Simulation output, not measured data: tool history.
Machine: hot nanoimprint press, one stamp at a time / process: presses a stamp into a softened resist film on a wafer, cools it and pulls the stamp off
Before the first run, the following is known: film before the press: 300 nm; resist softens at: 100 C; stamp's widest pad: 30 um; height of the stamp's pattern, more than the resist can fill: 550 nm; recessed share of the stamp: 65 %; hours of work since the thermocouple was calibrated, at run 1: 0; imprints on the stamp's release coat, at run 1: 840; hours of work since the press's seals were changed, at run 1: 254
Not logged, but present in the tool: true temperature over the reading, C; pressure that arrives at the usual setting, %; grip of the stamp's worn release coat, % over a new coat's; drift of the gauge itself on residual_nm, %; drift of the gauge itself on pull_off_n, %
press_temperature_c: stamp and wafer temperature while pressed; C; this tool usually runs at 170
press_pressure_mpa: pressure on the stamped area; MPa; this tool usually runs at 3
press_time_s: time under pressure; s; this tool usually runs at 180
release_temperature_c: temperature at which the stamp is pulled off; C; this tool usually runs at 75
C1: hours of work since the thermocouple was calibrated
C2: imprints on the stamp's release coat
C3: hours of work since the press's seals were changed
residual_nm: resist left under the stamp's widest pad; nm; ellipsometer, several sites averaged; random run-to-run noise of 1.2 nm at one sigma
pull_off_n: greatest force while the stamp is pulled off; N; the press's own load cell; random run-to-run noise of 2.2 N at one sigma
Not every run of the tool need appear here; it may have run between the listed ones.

Run 1, day 0: usual settings; C1 0; C2 840; C3 254. Result: residual_nm 179.1 nm, pull_off_n 140 N.
Run 2, day 1.012: usual settings; C1 15; C2 950; C3 269. Result: residual_nm 179.6 nm, pull_off_n 143 N.
At day 1.979: stamp cleaned and given a new release coat.
Run 3, day 2.233: usual settings; C1 28; C2 27; C3 283. Result: residual_nm 179.2 nm, pull_off_n 99 N.
Run 4, day 3.042: usual settings; C1 40; C2 115; C3 294. Result: residual_nm 179.1 nm, pull_off_n 102 N.
Run 5, day 4.012: usual settings; C1 54; C2 222; C3 308. Result: residual_nm 182.6 nm, pull_off_n 108 N.
Run 6, day 4.917: usual settings but release_temperature_c 71 C; C1 67; C2 320; C3 321. Result: residual_nm 182.1 nm, pull_off_n 116 N.
Run 7, day 5.342: usual settings but press_pressure_mpa 2.5 MPa; C1 73; C2 367; C3 328. Result: residual_nm 194 nm, pull_off_n 119 N.
Run 8, day 6.058: usual settings but press_pressure_mpa 2.5 MPa; C1 83; C2 445; C3 338. Result: residual_nm 191.7 nm, pull_off_n 121 N.
Run 9, day 7.075: usual settings; C1 98; C2 556; C3 352. Result: residual_nm 182.4 nm, pull_off_n 125 N.
At day 7.283: plate thermocouple calibrated.
Run 10, day 7.938: usual settings; C1 9; C2 636; C3 363. Result: residual_nm 183.4 nm, pull_off_n 132 N.
Run 11, day 8.942: usual settings; C1 24; C2 746; C3 378. Result: residual_nm 183.4 nm, pull_off_n 135 N.
Run 12, day 9.892: usual settings; C1 38; C2 850; C3 391. Result: residual_nm 185.3 nm, pull_off_n 139 N.
Run 13, day 10.508: usual settings; C1 46; C2 917; C3 400. Result: residual_nm 184 nm, pull_off_n 150 N.
Run 14, day 11.104: usual settings; C1 55; C2 982; C3 409. Result: residual_nm 184.4 nm, pull_off_n 149 N.
At day 11.754: stamp cleaned and given a new release coat.
Run 15, day 12.362: usual settings but press_temperature_c 177 C, press_pressure_mpa 2.8 MPa; C1 69; C2 66; C3 423. Result: residual_nm 136.4 nm, pull_off_n 107 N.
At day 12.938: plate thermocouple calibrated, once more.
Run 16, day 13.475: usual settings but press_temperature_c 177 C, press_pressure_mpa 2.8 MPa; C1 8; C2 174; C3 437. Result: residual_nm 131.3 nm, pull_off_n 108 N.
Run 17, day 14.35: usual settings but press_temperature_c 175 C, press_pressure_mpa 1.89 MPa, press_time_s 353 s, release_temperature_c 80 C; C1 20; C2 270; C3 450. Result: residual_nm 133.2 nm, pull_off_n 106 N.
Run 18, day 14.775: usual settings but press_temperature_c 172 C, press_pressure_mpa 3.62 MPa, press_time_s 119 s, release_temperature_c 61 C; C1 26; C2 316; C3 456. Result: residual_nm 177.2 nm, pull_off_n 142 N.
Run 19, day 15.25: usual settings but press_temperature_c 161 C, press_time_s 167 s, release_temperature_c 72 C; C1 33; C2 368; C3 463. Result: residual_nm 253.5 nm, pull_off_n 124 N.
Run 20, day 16.271: usual settings but press_temperature_c 161 C, press_pressure_mpa 2.89 MPa, press_time_s 167 s, release_temperature_c 72 C; C1 48; C2 480; C3 477. Result: residual_nm 255.3 nm, pull_off_n 134 N.
Run 21, day 17.096: usual settings but press_temperature_c 161 C, press_pressure_mpa 2.89 MPa, press_time_s 167 s, release_temperature_c 72 C; C1 60; C2 569; C3 489. Result: residual_nm 251.9 nm, pull_off_n 125 N.
Run 22, day 17.825: usual settings but press_temperature_c 166 C, press_pressure_mpa 3.91 MPa, press_time_s 212 s, release_temperature_c 67 C; C1 70; C2 649; C3 500. Result: residual_nm 190.6 nm, pull_off_n 148 N.
Run 23, day 18.779: usual settings but press_temperature_c 166 C, press_pressure_mpa 3.91 MPa, press_time_s 91 s, release_temperature_c 67 C; C1 84; C2 753; C3 514. Result: residual_nm 232.4 nm, pull_off_n 151 N.
Run 24, day 19.446: usual settings but press_temperature_c 181 C, press_pressure_mpa 2.33 MPa, press_time_s 91 s, release_temperature_c 63 C; C1 94; C2 826; C3 523. Result: residual_nm 156.6 nm, pull_off_n 170 N.
Run 25, day 20.325: usual settings but press_temperature_c 179 C, press_pressure_mpa 3.2 MPa, press_time_s 254 s, release_temperature_c 81 C; C1 106; C2 922; C3 536. Result: residual_nm 99.6 nm, pull_off_n 132 N.
Run 26, day 20.896: usual settings but press_temperature_c 179 C, press_pressure_mpa 3.2 MPa, press_time_s 144 s, release_temperature_c 81 C; C1 114; C2 985; C3 544. Result: residual_nm 125.9 nm, pull_off_n 129 N.
At day 21.529: stamp cleaned and given a new release coat.
Run 27, day 21.825: usual settings but press_temperature_c 179 C, press_pressure_mpa 3.2 MPa, press_time_s 144 s, release_temperature_c 81 C; C1 124; C2 31; C3 554. Result: residual_nm 126.4 nm, pull_off_n 90 N.
Run 28, day 22.642: usual settings but press_temperature_c 179 C, press_pressure_mpa 3.2 MPa, press_time_s 144 s, release_temperature_c 67 C; C1 136; C2 121; C3 565. Result: residual_nm 128 nm, pull_off_n 123 N.

The logged runs with the hidden state left out (each run's random variation unchanged):
run  residual_nm  pull_off_n
  1        176.5         100
  2        176.6          97
  3        175.7          97
  4        175.3          97
  5        178.2          97
  6        177.4         100
  7        189.3         101
  8        186.8         100
  9        176.8          99
 10        176.1         101
 11        175.6          98
 12        177.1          98
 13        175.5         103
 14        175.6          99
 15        128.8         103
 16        128.5         100
 17        130.4          94
 18          173         124
 19        250.3         106
 20        251.9         110
 21        248.2          98
 22        184.4         113
 23        226.9         110
 24        151.7         121
 25         95.1          91
 26        120.3          87
 27        120.7          88
 28        121.9         116

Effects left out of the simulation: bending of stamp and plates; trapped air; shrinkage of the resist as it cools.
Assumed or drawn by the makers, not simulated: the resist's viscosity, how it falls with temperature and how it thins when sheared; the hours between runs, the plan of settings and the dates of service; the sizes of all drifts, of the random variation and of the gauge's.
